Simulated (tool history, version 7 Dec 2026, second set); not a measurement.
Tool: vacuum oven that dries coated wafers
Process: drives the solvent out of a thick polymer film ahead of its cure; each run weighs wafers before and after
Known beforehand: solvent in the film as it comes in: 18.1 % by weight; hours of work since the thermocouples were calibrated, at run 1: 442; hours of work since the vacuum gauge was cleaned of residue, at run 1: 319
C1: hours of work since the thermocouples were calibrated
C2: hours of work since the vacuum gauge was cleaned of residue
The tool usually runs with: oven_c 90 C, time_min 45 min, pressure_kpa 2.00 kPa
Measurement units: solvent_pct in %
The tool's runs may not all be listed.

run 1 hour=0.0 | oven_c=90 time_min=45 pressure_kpa=2.00 | C1=442 C2=319 | solvent_pct=4.46
run 2 hour=27.7 | oven_c=90 time_min=45 pressure_kpa=2.00 | C1=454 C2=331 | solvent_pct=4.46
run 3 hour=45.1 | oven_c=90 time_min=45 pressure_kpa=2.00 | C1=461 C2=338 | solvent_pct=4.45
run 4 hour=73.2 | oven_c=90 time_min=45 pressure_kpa=2.00 | C1=473 C2=350 | solvent_pct=4.46
run 5 hour=98.1 | oven_c=90 time_min=45 pressure_kpa=2.00 | C1=483 C2=360 | solvent_pct=4.46
run 6 hour=130.4 | oven_c=90 time_min=45 pressure_kpa=3.96 | C1=497 C2=374 | solvent_pct=4.98
run 7 hour=152.0 | oven_c=90 time_min=45 pressure_kpa=3.96 | C1=506 C2=383 | solvent_pct=4.97
run 8 hour=183.8 | oven_c=90 time_min=45 pressure_kpa=3.96 | C1=519 C2=396 | solvent_pct=4.97
run 9 hour=201.9 | oven_c=90 time_min=45 pressure_kpa=3.96 | C1=527 C2=403 | solvent_pct=5.00
run 10 hour=225.3 | oven_c=90 time_min=45 pressure_kpa=3.96 | C1=537 C2=413 | solvent_pct=4.96
run 11 hour=254.4 | oven_c=90 time_min=50 pressure_kpa=2.00 | C1=549 C2=425 | solvent_pct=3.92
run 12 hour=290.9 | oven_c=90 time_min=50 pressure_kpa=2.00 | C1=564 C2=441 | solvent_pct=3.92
run 13 hour=308.3 | oven_c=90 time_min=50 pressure_kpa=2.00 | C1=571 C2=448 | solvent_pct=3.90
run 14 hour=338.9 | oven_c=90 time_min=45 pressure_kpa=2.13 | C1=584 C2=461 | solvent_pct=4.48
run 15 hour=373.3 | oven_c=81 time_min=45 pressure_kpa=2.00 | C1=598 C2=475 | solvent_pct=7.43
-- hour=377.0 vacuum gauge cleaned of residue and calibrated
run 16 hour=393.2 | oven_c=81 time_min=45 pressure_kpa=2.00 | C1=606 C2=7 | solvent_pct=7.46
run 17 hour=423.3 | oven_c=81 time_min=45 pressure_kpa=2.00 | C1=619 C2=19 | solvent_pct=7.46
-- hour=447.2 vacuum gauge cleaned of residue and calibrated, once more
run 18 hour=447.5 | oven_c=90 time_min=45 pressure_kpa=2.00 | C1=628 C2=0 | solvent_pct=4.37
run 19 hour=471.9 | oven_c=90 time_min=45 pressure_kpa=2.00 | C1=638 C2=10 | solvent_pct=4.34
run 20 hour=509.0 | oven_c=90 time_min=45 pressure_kpa=2.00 | C1=654 C2=26 | solvent_pct=4.31
run 21 hour=526.1 | oven_c=90 time_min=45 pressure_kpa=2.00 | C1=661 C2=33 | solvent_pct=4.33
run 22 hour=552.5 | oven_c=93 time_min=45 pressure_kpa=2.00 | C1=672 C2=44 | solvent_pct=3.40
run 23 hour=579.5 | oven_c=93 time_min=45 pressure_kpa=2.00 | C1=684 C2=55 | solvent_pct=3.42
run 24 hour=608.1 | oven_c=93 time_min=45 pressure_kpa=7.89 | C1=695 C2=67 | solvent_pct=4.97
run 25 hour=638.3 | oven_c=78 time_min=45 pressure_kpa=1.16 | C1=708 C2=80 | solvent_pct=8.03
run 26 hour=660.6 | oven_c=84 time_min=50 pressure_kpa=6.75 | C1=717 C2=89 | solvent_pct=7.27
run 27 hour=696.3 | oven_c=95 time_min=50 pressure_kpa=6.75 | C1=732 C2=104 | solvent_pct=3.65
run 28 hour=721.1 | oven_c=90 time_min=45 pressure_kpa=1.07 | C1=743 C2=115 | solvent_pct=4.07
run 29 hour=742.9 | oven_c=90 time_min=45 pressure_kpa=1.07 | C1=752 C2=124 | solvent_pct=4.02
run 30 hour=769.0 | oven_c=83 time_min=49 pressure_kpa=5.95 | C1=763 C2=135 | solvent_pct=7.45
run 31 hour=805.4 | oven_c=83 time_min=49 pressure_kpa=5.95 | C1=778 C2=150 | solvent_pct=7.44
run 32 hour=841.7 | oven_c=83 time_min=49 pressure_kpa=5.95 | C1=793 C2=165 | solvent_pct=7.43
run 33 hour=859.5 | oven_c=83 time_min=49 pressure_kpa=1.41 | C1=801 C2=173 | solvent_pct=5.97
run 34 hour=896.7 | oven_c=83 time_min=49 pressure_kpa=1.41 | C1=816 C2=188 | solvent_pct=6.00
run 35 hour=927.7 | oven_c=83 time_min=49 pressure_kpa=1.41 | C1=829 C2=201 | solvent_pct=6.01
run 36 hour=948.7 | oven_c=93 time_min=45 pressure_kpa=2.00 | C1=838 C2=210 | solvent_pct=3.33
run 37 hour=964.6 | oven_c=90 time_min=50 pressure_kpa=1.28 | C1=845 C2=217 | solvent_pct=3.53
run 38 hour=996.0 | oven_c=81 time_min=53 pressure_kpa=4.80 | C1=858 C2=230 | solvent_pct=7.37
run 39 hour=1029.4 | oven_c=85 time_min=44 pressure_kpa=7.28 | C1=872 C2=244 | solvent_pct=7.54
run 40 hour=1064.2 | oven_c=90 time_min=26 pressure_kpa=5.42 | C1=886 C2=258 | solvent_pct=7.77
run 41 hour=1083.3 | oven_c=104 time_min=37 pressure_kpa=1.60 | C1=894 C2=266 | solvent_pct=1.45
run 42 hour=1100.5 | oven_c=104 time_min=75 pressure_kpa=1.55 | C1=902 C2=273 | solvent_pct=0.41
run 43 hour=1134.2 | oven_c=93 time_min=45 pressure_kpa=2.39 | C1=916 C2=288 | solvent_pct=3.43
run 44 hour=1152.5 | oven_c=93 time_min=45 pressure_kpa=2.39 | C1=923 C2=295 | solvent_pct=3.44
run 45 hour=1181.4 | oven_c=90 time_min=28 pressure_kpa=2.26 | C1=935 C2=307 | solvent_pct=6.67
run 46 hour=1212.3 | oven_c=90 time_min=67 pressure_kpa=2.00 | C1=948 C2=320 | solvent_pct=2.49
run 47 hour=1249.7 | oven_c=90 time_min=22 pressure_kpa=2.00 | C1=964 C2=336 | solvent_pct=7.84

Forecast each of these 4 alternatives for the next run:
run A hour=1265.5 | oven_c=83 time_min=22 pressure_kpa=6.37 | C1=971 C2=342 | solvent_pct=?
run B hour=1265.5 | oven_c=90 time_min=22 pressure_kpa=6.72 | C1=971 C2=342 | solvent_pct=?
run C hour=1265.5 | oven_c=90 time_min=72 pressure_kpa=2.00 | C1=971 C2=342 | solvent_pct=?
run D hour=1265.5 | oven_c=90 time_min=45 pressure_kpa=1.02 | C1=971 C2=342 | solvent_pct=?

run=A solvent_pct=10.81
run=B solvent_pct=8.74
run=C solvent_pct=2.23
run=D solvent_pct=3.93
Stripped of hidden state, with their random variation kept, the same runs would have yielded:
run=A solvent_pct=11.25
run=B solvent_pct=9.24
run=C solvent_pct=2.59
run=D solvent_pct=4.42
